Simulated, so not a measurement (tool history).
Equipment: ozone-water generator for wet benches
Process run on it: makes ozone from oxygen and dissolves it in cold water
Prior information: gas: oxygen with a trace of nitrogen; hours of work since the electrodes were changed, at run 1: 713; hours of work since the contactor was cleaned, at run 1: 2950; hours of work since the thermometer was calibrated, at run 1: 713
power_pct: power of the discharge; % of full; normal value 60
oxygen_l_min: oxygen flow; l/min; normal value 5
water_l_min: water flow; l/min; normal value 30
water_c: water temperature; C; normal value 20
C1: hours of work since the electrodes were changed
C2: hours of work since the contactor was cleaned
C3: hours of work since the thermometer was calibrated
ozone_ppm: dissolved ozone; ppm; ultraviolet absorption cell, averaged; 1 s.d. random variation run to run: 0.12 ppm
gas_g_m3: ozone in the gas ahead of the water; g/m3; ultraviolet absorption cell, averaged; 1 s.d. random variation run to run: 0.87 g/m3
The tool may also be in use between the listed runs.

Run 1, hour 0: usual settings; C1 713; C2 2950; C3 713. Result: ozone_ppm 8.9 ppm, gas_g_m3 140.3 g/m3.
Run 2, hour 69.9: usual settings; C1 769; C2 3005; C3 769. Result: ozone_ppm 9 ppm, gas_g_m3 138 g/m3.
Run 3, hour 126.7: usual settings; C1 814; C2 3050; C3 814. Result: ozone_ppm 8.9 ppm, gas_g_m3 137.9 g/m3.
Run 4, hour 165.4: usual settings; C1 844; C2 3081; C3 844. Result: ozone_ppm 8.9 ppm, gas_g_m3 140.1 g/m3.
Run 5, hour 243.3: usual settings; C1 906; C2 3142; C3 906. Result: ozone_ppm 9.1 ppm, gas_g_m3 138.3 g/m3.
Run 6, hour 325.5: usual settings; C1 971; C2 3207; C3 971. Result: ozone_ppm 9 ppm, gas_g_m3 139 g/m3.
Run 7, hour 399.4: usual settings; C1 1029; C2 3266; C3 1029. Result: ozone_ppm 9 ppm, gas_g_m3 138.9 g/m3.
Run 8, hour 473.7: usual settings; C1 1088; C2 3325; C3 1088. Result: ozone_ppm 8.7 ppm, gas_g_m3 139.5 g/m3.
Run 9, hour 523.2: usual settings; C1 1127; C2 3364; C3 1127. Result: ozone_ppm 8.8 ppm, gas_g_m3 138.7 g/m3.
Run 10, hour 603.3: usual settings; C1 1191; C2 3427; C3 1191. Result: ozone_ppm 9 ppm, gas_g_m3 136.2 g/m3.
Run 11, hour 640.8: usual settings; C1 1220; C2 3457; C3 1220. Result: ozone_ppm 8.9 ppm, gas_g_m3 138 g/m3.
Run 12, hour 697.5: usual settings; C1 1265; C2 3502; C3 1265. Result: ozone_ppm 8.7 ppm, gas_g_m3 137.9 g/m3.

Run 13, settings as shown, results not yet in. Your forecast:
Run 13, hour 745.8: usual settings but oxygen_l_min 2.99 l/min, water_l_min 32 l/min, water_c 17 C; C1 1303; C2 3540; C3 1303. Result: ozone_ppm ?, gas_g_m3 ?.

{"run 13": {"ozone_ppm": 7.6, "gas_g_m3": 183}}
Without the tool's hidden state the same run would have given ozone_ppm 8.5 ppm, gas_g_m3 190.8 g/m3.

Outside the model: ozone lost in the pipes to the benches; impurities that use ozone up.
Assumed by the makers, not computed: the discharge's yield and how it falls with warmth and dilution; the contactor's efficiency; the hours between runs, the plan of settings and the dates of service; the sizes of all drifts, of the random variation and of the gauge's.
